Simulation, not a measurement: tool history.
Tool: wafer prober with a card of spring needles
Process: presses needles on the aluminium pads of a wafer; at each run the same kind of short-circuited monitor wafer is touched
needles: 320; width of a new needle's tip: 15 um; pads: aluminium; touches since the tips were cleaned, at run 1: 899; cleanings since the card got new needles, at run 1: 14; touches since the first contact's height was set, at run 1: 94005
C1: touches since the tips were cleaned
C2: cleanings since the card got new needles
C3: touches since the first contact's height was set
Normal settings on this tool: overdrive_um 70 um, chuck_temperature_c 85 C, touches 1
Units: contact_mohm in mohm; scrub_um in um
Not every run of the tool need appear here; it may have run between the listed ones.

run 1 hour=0 | overdrive_um=70 chuck_temperature_c=85 touches=1 | C1=899 C2=14 C3=94005 | contact_mohm=120 scrub_um=15.58
run 2 hour=9.1 | overdrive_um=70 chuck_temperature_c=85 touches=1 | C1=5651 C2=14 C3=98757 | contact_mohm=122 scrub_um=15.52
-- hour=10.5 tips cleaned on abrasive film
-- hour=22.7 tips cleaned on abrasive film
run 3 hour=24.9 | overdrive_um=70 chuck_temperature_c=85 touches=1 | C1=1139 C2=16 C3=106949 | contact_mohm=121 scrub_um=15.55
-- hour=34.7 tips cleaned on abrasive film
run 4 hour=35.3 | overdrive_um=70 chuck_temperature_c=85 touches=1 | C1=343 C2=17 C3=112362 | contact_mohm=121 scrub_um=15.53
-- hour=46.8 tips cleaned on abrasive film
run 5 hour=51.4 | overdrive_um=70 chuck_temperature_c=85 touches=1 | C1=2430 C2=18 C3=120753 | contact_mohm=119 scrub_um=15.57
-- hour=59.1 tips cleaned on abrasive film
run 6 hour=63.3 | overdrive_um=60 chuck_temperature_c=85 touches=1 | C1=2179 C2=19 C3=126907 | contact_mohm=126 scrub_um=13.25
-- hour=71.4 tips cleaned on abrasive film
run 7 hour=73 | overdrive_um=60 chuck_temperature_c=85 touches=1 | C1=825 C2=20 C3=131951 | contact_mohm=125 scrub_um=13.27
-- hour=82.9 tips cleaned on abrasive film
run 8 hour=83.6 | overdrive_um=60 chuck_temperature_c=85 touches=1 | C1=346 C2=21 C3=137459 | contact_mohm=125 scrub_um=13.27
run 9 hour=94.2 | overdrive_um=60 chuck_temperature_c=85 touches=1 | C1=5886 C2=21 C3=142999 | contact_mohm=123 scrub_um=13.28
-- hour=95 tips cleaned on abrasive film
-- hour=100.9 height of the first contact set anew
-- hour=107.3 tips cleaned on abrasive film
run 10 hour=111.1 | overdrive_um=70 chuck_temperature_c=106 touches=1 | C1=1974 C2=23 C3=5300 | contact_mohm=123 scrub_um=15.5
-- hour=119.8 tips cleaned on abrasive film
run 11 hour=121.2 | overdrive_um=70 chuck_temperature_c=106 touches=1 | C1=707 C2=24 C3=10552 | contact_mohm=128 scrub_um=15.47
run 12 hour=131 | overdrive_um=70 chuck_temperature_c=53 touches=1 | C1=5846 C2=24 C3=15691 | contact_mohm=116 scrub_um=15.53
-- hour=132.7 tips cleaned on abrasive film
-- hour=144.5 tips cleaned on abrasive film
run 13 hour=146.4 | overdrive_um=70 chuck_temperature_c=53 touches=1 | C1=979 C2=26 C3=23657 | contact_mohm=117 scrub_um=15.5
-- hour=156.5 tips cleaned on abrasive film
run 14 hour=159.3 | overdrive_um=70 chuck_temperature_c=85 touches=1 | C1=1475 C2=27 C3=30393 | contact_mohm=122 scrub_um=15.46
-- hour=168.3 tips cleaned on abrasive film
run 15 hour=168.6 | overdrive_um=75 chuck_temperature_c=85 touches=1 | C1=182 C2=28 C3=35196 | contact_mohm=119 scrub_um=16.65
-- hour=180.3 tips cleaned on abrasive film
run 16 hour=182.4 | overdrive_um=70 chuck_temperature_c=52 touches=1 | C1=1141 C2=29 C3=42394 | contact_mohm=117 scrub_um=15.47
-- hour=192.2 tips cleaned on abrasive film
run 17 hour=197.7 | overdrive_um=62 chuck_temperature_c=101 touches=2 | C1=2874 C2=30 C3=50357 | contact_mohm=125 scrub_um=13.7
-- hour=203.9 tips cleaned on abrasive film
run 18 hour=206.1 | overdrive_um=70 chuck_temperature_c=32 touches=2 | C1=1153 C2=31 C3=54697 | contact_mohm=114 scrub_um=15.54
-- hour=216.2 tips cleaned on abrasive film
run 19 hour=219 | overdrive_um=70 chuck_temperature_c=32 touches=2 | C1=1483 C2=32 C3=61397 | contact_mohm=114 scrub_um=15.46
-- hour=227.8 tips cleaned on abrasive film
run 20 hour=231.7 | overdrive_um=87 chuck_temperature_c=26 touches=1 | C1=2024 C2=33 C3=68002 | contact_mohm=109 scrub_um=19.27
-- hour=239.3 tips cleaned on abrasive film
run 21 hour=241 | overdrive_um=87 chuck_temperature_c=26 touches=1 | C1=891 C2=34 C3=72839 | contact_mohm=109 scrub_um=19.26
run 22 hour=250.5 | overdrive_um=84 chuck_temperature_c=85 touches=2 | C1=5857 C2=34 C3=77805 | contact_mohm=118 scrub_um=18.59
-- hour=252 tips cleaned on abrasive film
run 23 hour=260.7 | overdrive_um=77 chuck_temperature_c=54 touches=1 | C1=4566 C2=35 C3=83130 | contact_mohm=117 scrub_um=17.02
-- hour=264 tips cleaned on abrasive film
run 24 hour=271.1 | overdrive_um=71 chuck_temperature_c=47 touches=1 | C1=3714 C2=36 C3=88500 | contact_mohm=117 scrub_um=15.7
-- hour=276 tips cleaned on abrasive film
run 25 hour=279.2 | overdrive_um=71 chuck_temperature_c=47 touches=1 | C1=1668 C2=37 C3=92673 | contact_mohm=115 scrub_um=15.77
-- hour=288.8 tips cleaned on abrasive film
run 26 hour=290.7 | overdrive_um=51 chuck_temperature_c=123 touches=2 | C1=1045 C2=38 C3=98698 | contact_mohm=135 scrub_um=11.29
-- hour=300.8 tips cleaned on abrasive film
run 27 hour=302.1 | overdrive_um=78 chuck_temperature_c=85 touches=3 | C1=651 C2=39 C3=104575 | contact_mohm=120 scrub_um=17.24
run 28 hour=311.2 | overdrive_um=78 chuck_temperature_c=85 touches=3 | C1=5421 C2=39 C3=109345 | contact_mohm=117 scrub_um=17.32
-- hour=313.3 tips cleaned on abrasive film
-- hour=325.7 tips cleaned on abrasive film
run 29 hour=328.1 | overdrive_um=78 chuck_temperature_c=39 touches=2 | C1=1216 C2=41 C3=118096 | contact_mohm=115 scrub_um=17.22
run 30 hour=335.6 | overdrive_um=62 chuck_temperature_c=29 touches=2 | C1=5150 C2=41 C3=122030 | contact_mohm=115 scrub_um=13.7
-- hour=338.2 tips cleaned on abrasive film
run 31 hour=343.8 | overdrive_um=73 chuck_temperature_c=89 touches=2 | C1=2933 C2=42 C3=126298 | contact_mohm=121 scrub_um=16.27
-- hour=350 tips cleaned on abrasive film
run 32 hour=351.3 | overdrive_um=73 chuck_temperature_c=40 touches=2 | C1=673 C2=43 C3=130186 | contact_mohm=115 scrub_um=16.16

Here are 3 independent what-if runs from the current tool condition. What would each one return?
-- hour=362.2 tips cleaned on abrasive film
run A hour=367.9 | overdrive_um=74 chuck_temperature_c=40 touches=2 | C1=3039 C2=44 C3=138848 | contact_mohm=? scrub_um=?
-- hour=362.2 tips cleaned on abrasive film
run B hour=367.9 | overdrive_um=73 chuck_temperature_c=44 touches=2 | C1=3039 C2=44 C3=138848 | contact_mohm=? scrub_um=?
-- hour=362.2 tips cleaned on abrasive film
run C hour=367.9 | overdrive_um=70 chuck_temperature_c=54 touches=1 | C1=3039 C2=44 C3=138848 | contact_mohm=? scrub_um=?

run=A contact_mohm=114 scrub_um=16.4
run=B contact_mohm=113 scrub_um=16.11
run=C contact_mohm=115 scrub_um=15.51
Without the tool's hidden state the same runs would have given:
run=A contact_mohm=114 scrub_um=16.41
run=B contact_mohm=113 scrub_um=16.11
run=C contact_mohm=115 scrub_um=15.51
